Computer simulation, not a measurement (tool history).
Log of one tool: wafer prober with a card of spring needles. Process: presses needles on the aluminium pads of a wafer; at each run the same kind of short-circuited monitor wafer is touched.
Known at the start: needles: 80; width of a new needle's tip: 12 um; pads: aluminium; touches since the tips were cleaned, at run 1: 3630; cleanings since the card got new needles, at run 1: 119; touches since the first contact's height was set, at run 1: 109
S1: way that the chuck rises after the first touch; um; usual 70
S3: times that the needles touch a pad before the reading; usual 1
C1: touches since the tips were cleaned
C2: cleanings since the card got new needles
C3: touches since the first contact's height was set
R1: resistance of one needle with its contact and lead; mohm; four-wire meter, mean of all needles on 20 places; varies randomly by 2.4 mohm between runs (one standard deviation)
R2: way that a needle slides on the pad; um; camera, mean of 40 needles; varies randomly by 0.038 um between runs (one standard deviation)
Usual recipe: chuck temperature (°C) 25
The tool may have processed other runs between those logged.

run 1 hour=0 | S1=70 chuck_temperature_(°C)=25 S3=1 | C1=3630 C2=119 C3=109 | R1=340 R2=18.15
-- hour=8.3 tips cleaned on abrasive film
-- hour=27.8 tips cleaned on abrasive film
run 2 hour=37.7 | S1=70 chuck_temperature_(°C)=25 S3=1 | C1=4263 C2=121 C3=16200 | R1=354 R2=18.19
-- hour=46 tips cleaned on abrasive film
-- hour=64.6 tips cleaned on abrasive film
run 3 hour=80.1 | S1=70 chuck_temperature_(°C)=25 S3=1 | C1=6624 C2=123 C3=34302 | R1=354 R2=18.03
-- hour=83.1 tips cleaned on abrasive film
-- hour=103.2 tips cleaned on abrasive film
run 4 hour=117.8 | S1=70 chuck_temperature_(°C)=25 S3=1 | C1=6293 C2=125 C3=50434 | R1=354 R2=17.98
-- hour=122 tips cleaned on abrasive film
-- hour=141.4 tips cleaned on abrasive film
-- hour=161.4 tips cleaned on abrasive film
run 5 hour=167 | S1=70 chuck_temperature_(°C)=25 S3=2 | C1=2381 C2=128 C3=71391 | R1=311 R2=17.98
-- hour=179.4 tips cleaned on abrasive film
-- hour=199.3 tips cleaned on abrasive film
-- hour=218.3 tips cleaned on abrasive film
-- hour=238.2 tips cleaned on abrasive film
run 6 hour=239.5 | S1=70 chuck_temperature_(°C)=25 S3=2 | C1=556 C2=132 C3=102366 | R1=292 R2=17.91
-- hour=256.1 tips cleaned on abrasive film
-- hour=274.8 tips cleaned on abrasive film
run 7 hour=287.8 | S1=87 chuck_temperature_(°C)=25 S3=2 | C1=5593 C2=134 C3=122989 | R1=306 R2=22.19
-- hour=292 tips cleaned on abrasive film
-- hour=296.4 height of the first contact set anew
-- hour=312.8 tips cleaned on abrasive film
-- hour=332.1 tips cleaned on abrasive film
run 8 hour=342.4 | S1=87 chuck_temperature_(°C)=25 S3=2 | C1=4416 C2=137 C3=19675 | R1=302 R2=22.54
-- hour=350.2 tips cleaned on abrasive film
-- hour=369.9 tips cleaned on abrasive film
run 9 hour=376.8 | S1=70 chuck_temperature_(°C)=25 S3=1 | C1=2957 C2=139 C3=34345 | R1=350 R2=18.09
-- hour=388.2 tips cleaned on abrasive film
-- hour=407.9 tips cleaned on abrasive film
run 10 hour=410.1 | S1=70 chuck_temperature_(°C)=25 S3=1 | C1=923 C2=141 C3=48542 | R1=313 R2=18.02
-- hour=425.3 tips cleaned on abrasive film
-- hour=429.2 tips cleaned on abrasive film, once more
run 11 hour=439.9 | S1=70 chuck_temperature_(°C)=25 S3=1 | C1=4578 C2=143 C3=61256 | R1=360 R2=17.92
-- hour=448.2 tips cleaned on abrasive film
-- hour=468.3 tips cleaned on abrasive film
run 12 hour=483 | S1=70 chuck_temperature_(°C)=32 S3=1 | C1=6313 C2=145 C3=79681 | R1=365 R2=17.89
-- hour=487.2 tips cleaned on abrasive film
-- hour=506.4 tips cleaned on abrasive film
run 13 hour=517.3 | S1=70 chuck_temperature_(°C)=32 S3=1 | C1=4667 C2=147 C3=94305 | R1=358 R2=17.91
-- hour=525.6 tips cleaned on abrasive film
-- hour=546.2 tips cleaned on abrasive film
-- hour=564.2 tips cleaned on abrasive film
run 14 hour=564.2 | S1=70 chuck_temperature_(°C)=25 S3=1 | C1=0 C2=150 C3=114304 | R1=282 R2=17.85
-- hour=584.2 tips cleaned on abrasive film
-- hour=592.6 height of the first contact set anew
-- hour=603.9 tips cleaned on abrasive film
-- hour=624.5 tips cleaned on abrasive film
run 15 hour=634.1 | S1=70 chuck_temperature_(°C)=25 S3=1 | C1=4122 C2=153 C3=17750 | R1=358 R2=18.09
-- hour=642.4 tips cleaned on abrasive film
-- hour=661.3 tips cleaned on abrasive film
-- hour=681.9 tips cleaned on abrasive film
-- hour=702.2 tips cleaned on abrasive film
run 16 hour=703 | S1=70 chuck_temperature_(°C)=25 S3=1 | C1=322 C2=157 C3=47134 | R1=294 R2=18
-- hour=719.2 tips cleaned on abrasive film
-- hour=739.2 tips cleaned on abrasive film
run 17 hour=749.8 | S1=70 chuck_temperature_(°C)=25 S3=1 | C1=4556 C2=159 C3=67137 | R1=359 R2=17.89
-- hour=757.8 tips cleaned on abrasive film
-- hour=776.7 tips cleaned on abrasive film
-- hour=795.8 tips cleaned on abrasive film
-- hour=814.7 tips cleaned on abrasive film
run 18 hour=817.8 | S1=84 chuck_temperature_(°C)=36 S3=2 | C1=1329 C2=163 C3=96174 | R1=293 R2=21.48
-- hour=834.1 tips cleaned on abrasive film
-- hour=853.8 tips cleaned on abrasive film
-- hour=873.8 tips cleaned on abrasive film
run 19 hour=877.7 | S1=87 chuck_temperature_(°C)=36 S3=2 | C1=1688 C2=166 C3=121751 | R1=302 R2=22.22
-- hour=890.3 height of the first contact set anew
-- hour=894.5 tips cleaned on abrasive film
-- hour=914.9 tips cleaned on abrasive film
run 20 hour=931 | S1=87 chuck_temperature_(°C)=36 S3=2 | C1=6923 C2=168 C3=17383 | R1=318 R2=22.46
-- hour=935.1 tips cleaned on abrasive film
-- hour=954 tips cleaned on abrasive film
-- hour=970.5 tips cleaned on abrasive film
-- hour=990 tips cleaned on abrasive film
run 21 hour=1003.4 | S1=70 chuck_temperature_(°C)=27 S3=1 | C1=5757 C2=172 C3=48267 | R1=361 R2=18.02
-- hour=1006.7 tips cleaned on abrasive film
-- hour=1027 tips cleaned on abrasive film
run 22 hour=1037 | S1=70 chuck_temperature_(°C)=27 S3=1 | C1=4299 C2=174 C3=62606 | R1=361 R2=17.92
-- hour=1044.4 tips cleaned on abrasive film
-- hour=1063.8 tips cleaned on abrasive film
-- hour=1083.9 tips cleaned on abrasive film
-- hour=1104 tips cleaned on abrasive film
run 23 hour=1108.1 | S1=70 chuck_temperature_(°C)=27 S3=1 | C1=1732 C2=178 C3=92940 | R1=337 R2=17.86
-- hour=1122 tips cleaned on abrasive film
-- hour=1142.4 tips cleaned on abrasive film
-- hour=1163 tips cleaned on abrasive film
run 24 hour=1166.8 | S1=70 chuck_temperature_(°C)=27 S3=1 | C1=1644 C2=181 C3=118014 | R1=354 R2=17.75
-- hour=1181.6 tips cleaned on abrasive film
-- hour=1186 height of the first contact set anew
-- hour=1202.6 tips cleaned on abrasive film
run 25 hour=1212.8 | S1=60 chuck_temperature_(°C)=32 S3=2 | C1=4417 C2=183 C3=11459 | R1=352 R2=15.5
-- hour=1221.1 tips cleaned on abrasive film
-- hour=1240.2 tips cleaned on abrasive film
run 26 hour=1242.4 | S1=51 chuck_temperature_(°C)=25 S3=1 | C1=929 C2=185 C3=24053 | R1=369 R2=13.11
-- hour=1258.7 tips cleaned on abrasive film
-- hour=1277.6 tips cleaned on abrasive film
run 27 hour=1278.9 | S1=51 chuck_temperature_(°C)=118 S3=1 | C1=552 C2=187 C3=39653 | R1=364 R2=13.12
-- hour=1294.8 tips cleaned on abrasive film
-- hour=1313.1 tips cleaned on abrasive film
run 28 hour=1314.1 | S1=80 chuck_temperature_(°C)=25 S3=2 | C1=423 C2=189 C3=54662 | R1=284 R2=20.57
-- hour=1330 tips cleaned on abrasive film
-- hour=1349 tips cleaned on abrasive film
run 29 hour=1364.4 | S1=53 chuck_temperature_(°C)=71 S3=1 | C1=6621 C2=191 C3=76184 | R1=452 R2=13.54

Branching from run 29: 3 alternative next runs. What would each branch give?
-- hour=1368.6 tips cleaned on abrasive film
-- hour=1389.3 tips cleaned on abrasive film
run A hour=1395 | S1=53 chuck_temperature_(°C)=82 S3=2 | C1=2476 C2=193 C3=89221 | R1=? R2=?
-- hour=1368.6 tips cleaned on abrasive film
-- hour=1389.3 tips cleaned on abrasive film
run B hour=1395 | S1=62 chuck_temperature_(°C)=71 S3=2 | C1=2476 C2=193 C3=89221 | R1=? R2=?
-- hour=1368.6 tips cleaned on abrasive film
-- hour=1389.3 tips cleaned on abrasive film
run C hour=1395 | S1=88 chuck_temperature_(°C)=71 S3=1 | C1=2476 C2=193 C3=89221 | R1=? R2=?

run=A R1=370 R2=13.5
run=B R1=341 R2=15.77
run=C R1=327 R2=22.56
Take away the tool's hidden state, keep each run's random variation, and the runs would have read:
run=A R1=291 R2=13.73
run=B R1=281 R2=15.99
run=C R1=276 R2=22.78
